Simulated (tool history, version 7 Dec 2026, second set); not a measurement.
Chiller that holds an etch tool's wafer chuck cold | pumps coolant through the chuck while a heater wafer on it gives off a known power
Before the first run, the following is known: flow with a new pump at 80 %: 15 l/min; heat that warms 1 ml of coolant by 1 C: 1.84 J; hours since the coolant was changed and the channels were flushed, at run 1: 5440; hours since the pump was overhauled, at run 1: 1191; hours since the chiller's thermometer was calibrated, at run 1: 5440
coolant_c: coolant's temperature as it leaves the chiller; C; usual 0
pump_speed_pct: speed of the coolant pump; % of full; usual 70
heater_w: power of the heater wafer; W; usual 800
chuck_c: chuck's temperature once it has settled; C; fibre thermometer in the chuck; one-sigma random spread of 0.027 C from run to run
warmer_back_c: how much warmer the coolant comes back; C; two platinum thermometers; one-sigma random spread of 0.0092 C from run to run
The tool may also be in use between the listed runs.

run    hour  coolant_c  pump_speed_pct  heater_w  hours since the coolant was changed and the channels were flushed  hours since the pump was overhauled  hours since the chiller's thermometer was calibrated  chuck_c  warmer_back_c
  1       0          0              70       800                                                               5440                                 1191                                                  5440     6.86          2.031
  2   132.9          0              70       788                                                               5572                                 1323                                                  5572      6.8          1.969
  3     263          0              70       788                                                               5703                                 1454                                                  5703     6.81          1.946
  4   356.5          0              70       595                                                               5796                                 1547                                                  5796     5.14           1.45
      457.2  -- coolant changed, channels flushed
      458.2  -- chiller's thermometer calibrated
  5   475.3          0              70       595                                                                 17                                 1659                                                    17     5.17          1.425
  6   574.8          0              70       800                                                                117                                 1758                                                   117     6.85           1.95
  7   690.2          0              70       800                                                                232                                 1874                                                   232     6.91          1.923
  8   749.5          0              70       800                                                                291                                 1933                                                   291     6.92          1.909
  9   856.7          0              70       800                                                                398                                 2040                                                   398     6.89           1.91
 10   965.9          0              70       800                                                                508                                 2149                                                   508     6.94          1.901
 11  1086.3          0              70       800                                                                628                                 2270                                                   628     6.91           1.87
 12  1169.9          0              70       800                                                                712                                 2353                                                   712     6.93          1.858
 13  1234.1          0              70       800                                                                776                                 2418                                                   776     6.92           1.84
 14  1341.9          0              70       800                                                                884                                 2525                                                   884     6.92          1.836
 15  1463.9          0              70       800                                                               1006                                 2647                                                  1006      6.9          1.817
 16  1539.1          1              62       446                                                               1081                                 2723                                                  1081     5.18          1.071
 17  1672.6          1              62       446                                                               1214                                 2856                                                  1214     5.15          1.072
 18  1731.1          7              70      1126                                                               1273                                 2915                                                  1273    16.73           2.61
 19  1787.2          7              70      1126                                                               1329                                 2971                                                  1329    16.72           2.59

Forecast run 20:
 20  1923.5          7              70      1126                                                               1465                                 3107                                                  1465        ?              ?

{"run 20": {"chuck_c": 16.72, "warmer_back_c": 2.58}}
On a tool with no hidden condition, and with the same random variation, this run would have come out at chuck_c 16.72 C, warmer_back_c 2.831 C.

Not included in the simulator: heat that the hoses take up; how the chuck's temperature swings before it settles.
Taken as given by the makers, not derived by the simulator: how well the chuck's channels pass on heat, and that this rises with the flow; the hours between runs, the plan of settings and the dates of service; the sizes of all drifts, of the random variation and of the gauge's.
